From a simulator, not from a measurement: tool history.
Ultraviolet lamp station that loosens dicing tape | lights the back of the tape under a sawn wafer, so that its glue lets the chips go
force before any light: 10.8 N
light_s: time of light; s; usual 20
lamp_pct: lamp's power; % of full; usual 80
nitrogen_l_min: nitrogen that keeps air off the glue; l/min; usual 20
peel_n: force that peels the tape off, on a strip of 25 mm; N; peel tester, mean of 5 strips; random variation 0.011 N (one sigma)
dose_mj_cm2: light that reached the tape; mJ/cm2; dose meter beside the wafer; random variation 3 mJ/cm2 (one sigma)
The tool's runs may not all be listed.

Run 1, hour 0.0: usual settings. Result: peel_n 1.275 N, dose_mj_cm2 287 mJ/cm2.
Run 2, hour 69.0: usual settings. Result: peel_n 1.357 N, dose_mj_cm2 281 mJ/cm2.
Run 3, hour 133.5: usual settings. Result: peel_n 1.439 N, dose_mj_cm2 272 mJ/cm2.
Run 4, hour 198.0: usual settings. Result: peel_n 1.437 N, dose_mj_cm2 263 mJ/cm2.
Run 5, hour 234.5: usual settings. Result: peel_n 1.491 N, dose_mj_cm2 262 mJ/cm2.
Run 6, hour 282.4: usual settings. Result: peel_n 1.547 N, dose_mj_cm2 259 mJ/cm2.
Run 7, hour 338.3: usual settings. Result: peel_n 1.691 N, dose_mj_cm2 247 mJ/cm2.
Run 8, hour 404.0: usual settings. Result: peel_n 1.786 N, dose_mj_cm2 245 mJ/cm2.
Run 9, hour 457.1: usual settings. Result: peel_n 1.854 N, dose_mj_cm2 243 mJ/cm2.
Run 10, hour 493.2: usual settings. Result: peel_n 1.901 N, dose_mj_cm2 240 mJ/cm2.
Run 11, hour 541.4: usual settings. Result: peel_n 1.865 N, dose_mj_cm2 232 mJ/cm2.
Run 12, hour 600.1: usual settings but nitrogen_l_min 8 l/min. Result: peel_n 1.234 N, dose_mj_cm2 381 mJ/cm2.
Run 13, hour 641.6: usual settings but nitrogen_l_min 8 l/min. Result: peel_n 1.206 N, dose_mj_cm2 371 mJ/cm2.
Run 14, hour 706.9: usual settings but nitrogen_l_min 8 l/min. Result: peel_n 1.254 N, dose_mj_cm2 363 mJ/cm2.
Run 15, hour 770.2: usual settings but nitrogen_l_min 22 l/min. Result: peel_n 0.752 N, dose_mj_cm2 358 mJ/cm2.
Run 16, hour 818.7: usual settings but nitrogen_l_min 22 l/min. Result: peel_n 0.813 N, dose_mj_cm2 350 mJ/cm2.
Run 17, hour 850.5: usual settings but lamp_pct 62 % of full, nitrogen_l_min 9 l/min. Result: peel_n 2.444 N, dose_mj_cm2 243 mJ/cm2.
Run 18, hour 885.3: usual settings but light_s 34 s, lamp_pct 71 % of full, nitrogen_l_min 13 l/min. Result: peel_n 0.543 N, dose_mj_cm2 469 mJ/cm2.
Run 19, hour 928.2: usual settings but light_s 34 s, lamp_pct 85 % of full, nitrogen_l_min 9 l/min. Result: peel_n 0.477 N, dose_mj_cm2 549 mJ/cm2.
Run 20, hour 996.2: usual settings but light_s 25 s. Result: peel_n 0.766 N, dose_mj_cm2 370 mJ/cm2.
Run 21, hour 1062.0: usual settings but light_s 25 s, lamp_pct 62 % of full, nitrogen_l_min 40 l/min. Result: peel_n 1.067 N, dose_mj_cm2 282 mJ/cm2.
Run 22, hour 1096.6: usual settings but light_s 25 s, lamp_pct 62 % of full, nitrogen_l_min 40 l/min. Result: peel_n 1.097 N, dose_mj_cm2 275 mJ/cm2.
Run 23, hour 1152.2: usual settings but lamp_pct 82 % of full. Result: peel_n 1.345 N, dose_mj_cm2 283 mJ/cm2.
Run 24, hour 1186.2: usual settings but light_s 12 s, lamp_pct 97 % of full, nitrogen_l_min 32 l/min. Result: peel_n 2.086 N, dose_mj_cm2 194 mJ/cm2.
Run 25, hour 1229.7: usual settings but light_s 12 s, lamp_pct 97 % of full, nitrogen_l_min 32 l/min. Result: peel_n 2.216 N, dose_mj_cm2 195 mJ/cm2.
Run 26, hour 1278.0: usual settings but light_s 12 s, lamp_pct 87 % of full, nitrogen_l_min 6 l/min. Result: peel_n 2.676 N, dose_mj_cm2 257 mJ/cm2.
Run 27, hour 1337.3: usual settings but lamp_pct 93 % of full. Result: peel_n 0.468 N, dose_mj_cm2 450 mJ/cm2.
Run 28, hour 1398.8: usual settings but lamp_pct 62 % of full, nitrogen_l_min 10 l/min. Result: peel_n 1.768 N, dose_mj_cm2 294 mJ/cm2.
Run 29, hour 1465.6: usual settings but light_s 12 s, lamp_pct 86 % of full, nitrogen_l_min 34 l/min. Result: peel_n 1.556 N, dose_mj_cm2 239 mJ/cm2.

Not shown: 3 entries that the log had between the listed runs. Between which runs, and how does the tool's hidden state differ before and after?
Between runs 11 and 12: lamp changed (hour 598.4)
  lamp's light, % of a new lamp's: 59.3 -> 99.2; light that the window lets through, % of a clean one's: 88.8 -> 87.6
  measured less the result without the state, peel_n: +1.379 -> +0.322 N; dose_mj_cm2: -207 -> -58 mJ/cm2
Between runs 16 and 17: window cleaned of glue's vapour (hour 823.4)
  lamp's light, % of a new lamp's: 96.7 -> 96.3; light that the window lets through, % of a clean one's: 83.4 -> 74.1
  measured less the result without the state, peel_n: +0.330 -> +1.057 N; dose_mj_cm2: -84 -> -97 mJ/cm2
Between runs 25 and 26: window cleaned of glue's vapour, once more (hour 1243.1)
  lamp's light, % of a new lamp's: 91.7 -> 91.1; light that the window lets through, % of a clean one's: 66.5 -> 99
  measured less the result without the state, peel_n: +1.353 -> +0.368 N; dose_mj_cm2: -123 -> -28 mJ/cm2

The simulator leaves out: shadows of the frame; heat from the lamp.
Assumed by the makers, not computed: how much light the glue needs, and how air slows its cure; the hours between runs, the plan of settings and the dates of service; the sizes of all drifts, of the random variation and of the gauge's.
